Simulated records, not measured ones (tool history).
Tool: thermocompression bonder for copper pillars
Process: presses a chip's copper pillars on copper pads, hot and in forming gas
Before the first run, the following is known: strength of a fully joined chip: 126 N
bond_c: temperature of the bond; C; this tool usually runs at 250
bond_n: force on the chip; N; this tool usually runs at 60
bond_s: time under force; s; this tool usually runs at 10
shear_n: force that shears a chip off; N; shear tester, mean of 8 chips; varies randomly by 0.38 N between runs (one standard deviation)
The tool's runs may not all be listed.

Run 1, hour 0: usual settings. Result: shear_n 64.2 N.
Run 2, hour 39.4: usual settings. Result: shear_n 64 N.
Run 3, hour 92.3: usual settings. Result: shear_n 63.8 N.
Run 4, hour 143.9: usual settings. Result: shear_n 63.2 N.
Run 5, hour 169: usual settings. Result: shear_n 62.6 N.
Run 6, hour 217.5: usual settings but bond_n 63 N. Result: shear_n 64.8 N.
Run 7, hour 261.3: usual settings but bond_n 63 N. Result: shear_n 64.9 N.
At hour 307.4: forming gas filter changed.
Run 8, hour 317: usual settings but bond_n 89 N. Result: shear_n 85.5 N.
Run 9, hour 342.7: usual settings. Result: shear_n 64.4 N.
At hour 382.5: force cell calibrated.
Run 10, hour 395: usual settings but bond_s 11 s. Result: shear_n 63.1 N.
Run 11, hour 445.1: usual settings but bond_s 11 s. Result: shear_n 63.9 N.
Run 12, hour 478.4: usual settings but bond_c 223 C. Result: shear_n 45.6 N.
Run 13, hour 511.3: usual settings but bond_c 223 C. Result: shear_n 44.6 N.
Run 14, hour 566.1: usual settings but bond_c 223 C, bond_s 17 s. Result: shear_n 54.5 N.
Run 15, hour 607.7: usual settings but bond_c 223 C, bond_s 17 s. Result: shear_n 54.3 N.
Run 16, hour 658.8: usual settings but bond_c 223 C, bond_s 17 s. Result: shear_n 53.7 N.
Run 17, hour 683.7: usual settings but bond_c 223 C, bond_s 17 s. Result: shear_n 53.9 N.
Run 18, hour 714.8: usual settings but bond_c 223 C, bond_s 17 s. Result: shear_n 53.4 N.
At hour 727.9: forming gas filter changed.
Run 19, hour 767.3: usual settings but bond_c 242 C. Result: shear_n 56.9 N.
Run 20, hour 798: usual settings but bond_n 46 N. Result: shear_n 49.2 N.
Run 21, hour 826.4: usual settings but bond_n 46 N. Result: shear_n 48.7 N.
Run 22, hour 865.1: usual settings but bond_c 279 C, bond_n 39 N, bond_s 27 s. Result: shear_n 77.8 N.
Run 23, hour 893.1: usual settings but bond_c 244 C, bond_n 47 N, bond_s 27 s. Result: shear_n 65.7 N.
Run 24, hour 923.3: usual settings but bond_n 44 N. Result: shear_n 46 N.
Run 25, hour 949.4: usual settings but bond_c 255 C, bond_s 19 s. Result: shear_n 75.7 N.
Run 26, hour 980.8: usual settings but bond_c 246 C, bond_n 49 N, bond_s 13 s. Result: shear_n 52.8 N.
Run 27, hour 1020.6: usual settings but bond_c 280 C, bond_n 49 N, bond_s 25 s. Result: shear_n 85.5 N.
Run 28, hour 1057.8: usual settings but bond_c 257 C, bond_s 6 s. Result: shear_n 51.9 N.
Run 29, hour 1090: usual settings but bond_c 257 C, bond_s 20 s. Result: shear_n 77.4 N.
Run 30, hour 1138.2: usual settings but bond_c 257 C, bond_s 20 s. Result: shear_n 76.6 N.
At hour 1146.6: forming gas filter changed.
Run 31, hour 1193.8: usual settings but bond_c 239 C, bond_n 46 N, bond_s 7 s. Result: shear_n 36.6 N.
Run 32, hour 1220.1: usual settings but bond_c 272 C, bond_n 46 N, bond_s 7 s. Result: shear_n 52.4 N.
Run 33, hour 1258.3: usual settings but bond_c 272 C, bond_n 46 N, bond_s 7 s. Result: shear_n 53.3 N.
Run 34, hour 1299.5: usual settings but bond_c 272 C, bond_n 46 N, bond_s 7 s. Result: shear_n 51.5 N.
Run 35, hour 1344.8: usual settings but bond_c 253 C, bond_n 54 N, bond_s 23 s. Result: shear_n 74.1 N.
Run 36, hour 1395.3: usual settings but bond_c 267 C, bond_n 83 N, bond_s 24 s. Result: shear_n 102.7 N.
Run 37, hour 1420.7: usual settings but bond_c 267 C, bond_n 77 N, bond_s 24 s. Result: shear_n 99.3 N.

What will run 38 give?
Run 38, hour 1459.9: usual settings but bond_n 72 N, bond_s 9 s. Result: shear_n ?.

shear_n: 64.8 N
If the tool had no hidden condition, the same run with the same run-to-run variation would have returned shear_n 70.9 N.
